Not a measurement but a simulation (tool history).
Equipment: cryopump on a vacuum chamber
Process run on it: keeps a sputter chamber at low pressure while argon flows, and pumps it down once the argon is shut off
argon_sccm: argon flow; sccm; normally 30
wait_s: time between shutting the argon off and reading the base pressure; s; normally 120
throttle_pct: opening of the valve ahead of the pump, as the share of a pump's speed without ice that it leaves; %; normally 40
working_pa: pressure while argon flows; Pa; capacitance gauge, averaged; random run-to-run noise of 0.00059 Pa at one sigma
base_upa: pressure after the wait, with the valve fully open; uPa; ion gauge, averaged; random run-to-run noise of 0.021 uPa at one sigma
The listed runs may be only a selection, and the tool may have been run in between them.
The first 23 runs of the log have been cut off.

| run | hour | argon_sccm | wait_s | throttle_pct | hours of work since the pump was warmed up and emptied | hours of work since the cold head was overhauled | hours of work since the chamber's fittings were tightened | working_pa | base_upa |
|---|---|---|---|---|---|---|---|---|---|
| 24 | 2181.4 | 34 | 80 | 40 | 419 | 1335 | 1559 | 0.0945 | 1.18 |
| 25 | 2309.8 | 39 | 80 | 41 | 472 | 1388 | 1612 | 0.1062 | 1.24 |
| 26 | 2377.9 | 39 | 80 | 41 | 500 | 1416 | 1640 | 0.1061 | 1.26 |
| 27 | 2448 | 17 | 243 | 60 | 529 | 1445 | 1670 | 0.0323 | 1.08 |
| 28 | 2512.6 | 17 | 243 | 60 | 556 | 1472 | 1696 | 0.0322 | 1.11 |
| 29 | 2616.7 | 19 | 162 | 60 | 599 | 1515 | 1740 | 0.0371 | 1.18 |
| 30 | 2744.6 | 19 | 162 | 60 | 652 | 1568 | 1793 | 0.0369 | 1.21 |
| 31 | 2827.9 | 19 | 162 | 60 | 687 | 1603 | 1827 | 0.036 | 1.27 |
| 32 | 2931.6 | 19 | 162 | 60 | 730 | 1646 | 1870 | 0.0369 | 1.29 |
| 33 | 2998.1 | 33 | 120 | 40 | 758 | 1673 | 1898 | 0.0942 | 1.33 |

3 options for the next run, each taken on its own from the tool as it stands now. Forecast them:
| A | 3067.6 | 30 | 120 | 26 | 786 | 1702 | 1926 | ? | ? |
| B | 3067.6 | 33 | 131 | 40 | 786 | 1702 | 1926 | ? | ? |
| C | 3067.6 | 33 | 130 | 40 | 786 | 1702 | 1926 | ? | ? |

| run | working_pa | base_upa |
|---|---|---|
| A | 0.1295 | 1.34 |
| B | 0.0944 | 1.33 |
| C | 0.0929 | 1.39 |
Had the tool no hidden state, the same runs would have come out as:
| run | working_pa | base_upa |
|---|---|---|
| A | 0.1234 | 0.35 |
| B | 0.0877 | 0.35 |
| C | 0.0863 | 0.38 |
